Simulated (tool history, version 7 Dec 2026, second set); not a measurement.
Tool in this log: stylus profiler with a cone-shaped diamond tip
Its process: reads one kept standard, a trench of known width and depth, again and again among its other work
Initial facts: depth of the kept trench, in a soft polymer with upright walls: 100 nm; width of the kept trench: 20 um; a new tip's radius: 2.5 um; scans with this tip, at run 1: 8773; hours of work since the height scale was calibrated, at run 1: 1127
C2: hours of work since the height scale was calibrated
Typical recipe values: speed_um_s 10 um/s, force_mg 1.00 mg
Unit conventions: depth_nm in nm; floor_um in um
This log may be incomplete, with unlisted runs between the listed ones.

Run 1, hour 0.0: usual settings; scans with this tip 8773; C2 1127. Result: depth_nm 100.24 nm, floor_um 18.49 um.
Run 2, hour 53.4: usual settings; scans with this tip 8969; C2 1152. Result: depth_nm 100.28 nm, floor_um 18.49 um.
Run 3, hour 77.1: usual settings; scans with this tip 9056; C2 1163. Result: depth_nm 100.27 nm, floor_um 18.51 um.
Run 4, hour 117.1: usual settings; scans with this tip 9203; C2 1182. Result: depth_nm 100.37 nm, floor_um 18.45 um.
Run 5, hour 163.1: usual settings; scans with this tip 9372; C2 1203. Result: depth_nm 100.33 nm, floor_um 18.49 um.
Run 6, hour 215.5: usual settings; scans with this tip 9564; C2 1228. Result: depth_nm 100.22 nm, floor_um 18.53 um.
Run 7, hour 246.8: usual settings but speed_um_s 24 um/s; scans with this tip 9679; C2 1243. Result: depth_nm 100.31 nm, floor_um 18.38 um.
Run 8, hour 275.3: usual settings but speed_um_s 24 um/s; scans with this tip 9783; C2 1256. Result: depth_nm 100.30 nm, floor_um 18.39 um.
Run 9, hour 312.3: usual settings but force_mg 1.08 mg; scans with this tip 9919; C2 1274. Result: depth_nm 100.32 nm, floor_um 18.46 um.
Run 10, hour 367.8: usual settings but force_mg 1.08 mg; scans with this tip 10123; C2 1300. Result: depth_nm 100.35 nm, floor_um 18.49 um.
Run 11, hour 392.4: usual settings but force_mg 1.08 mg; scans with this tip 10213; C2 1311. Result: depth_nm 100.37 nm, floor_um 18.52 um.
Run 12, hour 444.7: usual settings but force_mg 1.08 mg; scans with this tip 10405; C2 1336. Result: depth_nm 100.28 nm, floor_um 18.46 um.
Run 13, hour 494.3: usual settings but force_mg 1.08 mg; scans with this tip 10587; C2 1360. Result: depth_nm 100.32 nm, floor_um 18.49 um.
Run 14, hour 541.3: usual settings; scans with this tip 10759; C2 1382. Result: depth_nm 100.29 nm, floor_um 18.46 um.
Run 15, hour 582.6: usual settings; scans with this tip 10911; C2 1401. Result: depth_nm 100.26 nm, floor_um 18.49 um.
Run 16, hour 634.1: usual settings; scans with this tip 11100; C2 1425. Result: depth_nm 100.23 nm, floor_um 18.50 um.
Run 17, hour 664.7: usual settings; scans with this tip 11212; C2 1440. Result: depth_nm 100.26 nm, floor_um 18.48 um.
Run 18, hour 722.8: usual settings; scans with this tip 11425; C2 1467. Result: depth_nm 100.31 nm, floor_um 18.56 um.
Run 19, hour 751.5: usual settings; scans with this tip 11531; C2 1481. Result: depth_nm 100.31 nm, floor_um 18.48 um.
Run 20, hour 793.3: usual settings; scans with this tip 11684; C2 1500. Result: depth_nm 100.35 nm, floor_um 18.46 um.
Run 21, hour 831.3: usual settings; scans with this tip 11823; C2 1518. Result: depth_nm 100.27 nm, floor_um 18.45 um.
Run 22, hour 857.8: usual settings but speed_um_s 21 um/s, force_mg 0.35 mg; scans with this tip 11921; C2 1531. Result: depth_nm 100.11 nm, floor_um 18.27 um.
Run 23, hour 885.2: usual settings but force_mg 2.26 mg; scans with this tip 12021; C2 1544. Result: depth_nm 100.45 nm, floor_um 18.57 um.
Run 24, hour 937.8: usual settings but speed_um_s 3 um/s, force_mg 0.76 mg; scans with this tip 12214; C2 1568. Result: depth_nm 100.35 nm, floor_um 18.55 um.
Run 25, hour 981.8: usual settings but speed_um_s 15 um/s, force_mg 0.44 mg; scans with this tip 12376; C2 1589. Result: depth_nm 100.30 nm, floor_um 18.31 um.
Run 26, hour 1020.5: usual settings but speed_um_s 14 um/s, force_mg 0.92 mg; scans with this tip 12517; C2 1607. Result: depth_nm 100.30 nm, floor_um 18.40 um.
Run 27, hour 1044.8: usual settings but speed_um_s 7 um/s; scans with this tip 12607; C2 1619. Result: depth_nm 100.27 nm, floor_um 18.52 um.
Run 28, hour 1083.7: usual settings but speed_um_s 4 um/s, force_mg 2.27 mg; scans with this tip 12749; C2 1637. Result: depth_nm 100.49 nm, floor_um 18.56 um.
Run 29, hour 1127.5: usual settings but speed_um_s 4 um/s, force_mg 2.27 mg; scans with this tip 12910; C2 1658. Result: depth_nm 100.53 nm, floor_um 18.53 um.
Run 30, hour 1184.7: usual settings but speed_um_s 4 um/s, force_mg 0.93 mg; scans with this tip 13120; C2 1685. Result: depth_nm 100.28 nm, floor_um 18.47 um.
Run 31, hour 1241.0: usual settings but speed_um_s 19 um/s, force_mg 1.63 mg; scans with this tip 13327; C2 1711. Result: depth_nm 100.44 nm, floor_um 18.46 um.
Run 32, hour 1290.8: usual settings but speed_um_s 32 um/s, force_mg 1.70 mg; scans with this tip 13509; C2 1735. Result: depth_nm 100.45 nm, floor_um 18.39 um.
Run 33, hour 1335.8: usual settings but speed_um_s 3 um/s, force_mg 1.70 mg; scans with this tip 13674; C2 1756. Result: depth_nm 100.47 nm, floor_um 18.57 um.
Run 34, hour 1394.8: usual settings but speed_um_s 3 um/s, force_mg 1.70 mg; scans with this tip 13891; C2 1784. Result: depth_nm 100.37 nm, floor_um 18.56 um.
At hour 1431.2: new tip fitted, height scale calibrated.
Run 35, hour 1442.9: usual settings but speed_um_s 27 um/s, force_mg 0.83 mg; scans with this tip 43; C2 5. Result: depth_nm 100.31 nm, floor_um 18.33 um.
Run 36, hour 1482.5: usual settings but speed_um_s 17 um/s, force_mg 2.14 mg; scans with this tip 188; C2 24. Result: depth_nm 100.55 nm, floor_um 18.47 um.
Run 37, hour 1518.7: usual settings but speed_um_s 15 um/s, force_mg 2.39 mg; scans with this tip 321; C2 41. Result: depth_nm 100.57 nm, floor_um 18.50 um.

The next listed run, before its measurement:
Run 38, hour 1562.8: usual settings but speed_um_s 15 um/s, force_mg 2.39 mg; scans with this tip 483; C2 62. Result: depth_nm ?, floor_um ?.

Run 38 yielded depth_nm 100.53 nm, floor_um 18.51 um.
Take away the tool's hidden state, keep the run-to-run variation as it was, and the same run would have given depth_nm 100.53 nm, floor_um 18.51 um.

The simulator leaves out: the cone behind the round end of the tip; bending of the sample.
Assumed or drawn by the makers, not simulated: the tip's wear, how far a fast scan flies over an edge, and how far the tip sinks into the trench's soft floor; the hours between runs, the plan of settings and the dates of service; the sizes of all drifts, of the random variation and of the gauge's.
